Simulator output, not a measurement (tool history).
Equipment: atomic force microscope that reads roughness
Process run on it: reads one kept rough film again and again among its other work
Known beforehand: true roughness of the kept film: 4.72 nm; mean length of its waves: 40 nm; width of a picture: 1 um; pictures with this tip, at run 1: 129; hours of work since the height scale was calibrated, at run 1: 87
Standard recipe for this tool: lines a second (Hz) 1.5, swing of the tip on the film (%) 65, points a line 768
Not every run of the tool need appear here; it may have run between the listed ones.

run	day	lines a second (Hz)	swing of the tip on the film (%)	points a line	pictures with this tip	hours of work since the height scale was calibrated	roughness of the kept film (nm (root mean square))
1	0	1.5	65	768	129	87	4.017
2	0.829	1.5	65	768	156	96	4.02
3	1.533	1.5	65	454	180	104	4.038
4	2.55	1.5	65	768	214	115	3.985
# day 3.046: new tip fitted
5	3.292	1.5	65	768	8	123	4.022
6	3.858	1.5	65	768	27	129	4.022
7	4.275	1.5	65	768	41	134	4.038
8	4.842	1.5	72	768	60	140	3.933
9	5.517	1.5	72	768	83	147	3.912
10	5.942	1.5	55	264	97	152	4.088
11	6.692	1.28	85	867	122	160	3.745
12	7.358	3.1	59	867	144	167	3.943
13	7.808	0.62	63	603	159	172	4.139
14	8.475	0.5	60	681	182	179	4.143
15	9.446	0.5	60	681	214	190	4.151
# day 9.946: new tip fitted
16	10.158	1.29	65	427	7	197	4.024
17	10.9	1.29	74	265	32	206	3.899

Predict each of these 3 candidate next runs independently; none follows another, all start after run 17:
A	11.35	1.4	74	727	47	210	?
B	11.35	1.5	67	316	47	210	?
C	11.35	3.49	65	273	47	210	?

run	roughness of the kept film (nm (root mean square))
A	3.922
B	3.974
C	3.773
Stripped of hidden state, with their random variation kept, the same runs would have yielded:
run	roughness of the kept film (nm (root mean square))
A	3.925
B	3.977
C	3.776
